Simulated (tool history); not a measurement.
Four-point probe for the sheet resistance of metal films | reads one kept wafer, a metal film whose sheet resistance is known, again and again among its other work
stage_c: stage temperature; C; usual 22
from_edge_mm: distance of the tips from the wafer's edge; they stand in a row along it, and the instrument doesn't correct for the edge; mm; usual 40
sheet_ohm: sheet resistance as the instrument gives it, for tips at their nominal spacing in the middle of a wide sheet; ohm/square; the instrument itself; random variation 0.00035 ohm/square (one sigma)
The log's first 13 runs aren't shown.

run	hour	stage_c	from_edge_mm	touches since the probe head was changed	hours of work since the stage's thermometer was calibrated	sheet_ohm
14	396.9	25	40	71581	705	1.735168
15	425.8	25	40	72775	722	1.735339
16	464.3	35	40	74364	744	1.750516
17	494.5	35	40	75610	761	1.750481
18	524.1	35	40	76834	778	1.751505
19	566.1	35	40	78566	803	1.750506
20	603.6	34	22	80113	824	1.749866
21	626.6	34	22	81066	838	1.749448
22	648.8	27	4	81982	850	1.752190
23	684.7	22	10	83463	871	1.732976
24	706.2	18	9	84349	883	1.726038
25	725.0	18	31	85125	894	1.723399
26	755.2	22	4	86371	912	1.743900
27	784.1	20	5	87565	928	1.735854
28	822.7	25	18	89159	951	1.735626
29	857.6	25	18	90601	971	1.735422
30	892.2	25	18	92026	991	1.735728
31	917.3	19	46	93065	1005	1.725455

Forecast each of these 4 alternatives for the next run:
A	938.5	22	67	93940	1018	?
B	938.5	26	46	93940	1018	?
C	938.5	19	17	93940	1018	?
D	938.5	33	40	93940	1018	?

run	sheet_ohm
A	1.729836
B	1.736762
C	1.725569
D	1.747156
Without the tool's hidden state the same runs would have given:
run	sheet_ohm
A	1.730094
B	1.737021
C	1.725828
D	1.747416
